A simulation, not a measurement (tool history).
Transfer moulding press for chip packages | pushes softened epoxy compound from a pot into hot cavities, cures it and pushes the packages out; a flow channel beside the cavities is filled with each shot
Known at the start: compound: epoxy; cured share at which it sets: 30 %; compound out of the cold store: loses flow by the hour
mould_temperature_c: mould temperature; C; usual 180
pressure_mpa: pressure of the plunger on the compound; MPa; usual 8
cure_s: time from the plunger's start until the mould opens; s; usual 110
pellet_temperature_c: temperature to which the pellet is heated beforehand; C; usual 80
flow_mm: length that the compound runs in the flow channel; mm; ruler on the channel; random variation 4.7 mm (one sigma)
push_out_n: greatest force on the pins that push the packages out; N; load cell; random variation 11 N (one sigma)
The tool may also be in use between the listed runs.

run    hour  mould_temperature_c  pressure_mpa  cure_s  pellet_temperature_c  incoming compound's hours out of the cold store  flow_mm  push_out_n
  1       0                  180             8     110                    80                                               12      779         640
       28.9  -- plunger's sealing rings changed
  2    58.2                  180             8     110                    80                                             41.4      710         750
       76.7  -- cavities cleaned with cleaning compound and waxed
  3   124.8                  180             8     110                    80                                             11.8      804         777
        157  -- cavities cleaned with cleaning compound and waxed
      185.6  -- mould's thermocouples calibrated
  4   201.8                  180             8     110                    80                                               16      782         704
      240.3  -- cavities cleaned with cleaning compound and waxed
  5   264.7                  180             8     110                    80                                               19      767         638
      322.5  -- cavities cleaned with cleaning compound and waxed
  6   326.2                  180             8     110                    80                                             46.2      688         483
  7     376                  180             8     110                    80                                             18.8      767         723
      402.7  -- cavities cleaned with cleaning compound and waxed
      423.6  -- plunger's sealing rings changed
  8   454.8                  180          7.48     110                    80                                              8.4      798         709
        486  -- cavities cleaned with cleaning compound and waxed
      509.5  -- mould's thermocouples calibrated, once more
  9   509.5                  180          7.48     110                    80                                             27.4      731         679
      569.5  -- cavities cleaned with cleaning compound and waxed
 10   576.2                  180             8     110                    80                                             25.7      764         593
 11   607.1                  174             8     110                    80                                              8.5      840        1258
 12   639.4                  174             8     110                    80                                             23.3      779        1251
      652.5  -- cavities cleaned with cleaning compound and waxed
 13   715.1                  174             8     110                    80                                             16.4      799        1335
        733  -- cavities cleaned with cleaning compound and waxed
 14   782.9                  174             8     110                    80                                             34.5      743        1134
      814.9  -- cavities cleaned with cleaning compound and waxed
      822.8  -- plunger's sealing rings changed
 15   846.8                  180          7.06     118                    75                                               33      697         600
      896.8  -- cavities cleaned with cleaning compound and waxed
 16   902.3                  183          9.86     129                    79                                             25.5      832         412
 17   953.1                  180          7.67     129                    79                                               11      786         647
      977.3  -- cavities cleaned with cleaning compound and waxed
 18  1002.8                  185             8      97                    80                                             32.6      721         644
 19  1038.7                  177             8      97                    83                                             12.5      804        1299
     1057.2  -- cavities cleaned with cleaning compound and waxed
 20  1084.2                  173          6.26     110                    79                                             10.9      731        1155
     1141.5  -- cavities cleaned with cleaning compound and waxed
 21  1158.9                  183          9.63     120                    80                                             40.6      757         510
 22  1196.9                  183          9.63     120                    80                                             43.6      742         598
     1215.9  -- plunger's sealing rings changed
       1224  -- cavities cleaned with cleaning compound and waxed
 23  1260.2                  183          9.96     101                    84                                             19.3      861         721
     1303.5  -- cavities cleaned with cleaning compound and waxed
 24  1328.4                  173          6.27     135                    87                                             15.4      717         700

4 ways to go on from here, each from the tool as it stands after run 24. What would each give?
  A  1375                  180             8     110                    89                                             24.6        ?           ?
  B  1375                  173          7.02     124                    79                                             46.1        ?           ?
  C  1375                  180             8     117                    80                                               20        ?           ?
  D  1375                  184          6.27     135                    87                                               28        ?           ?

run  flow_mm  push_out_n
  A      765         773
  B      670         948
  C      778         713
  D      651         608
Without the tool's hidden state the same runs would have given:
run  flow_mm  push_out_n
  A      779         525
  B      683         653
  C      792         476
  D      663         383
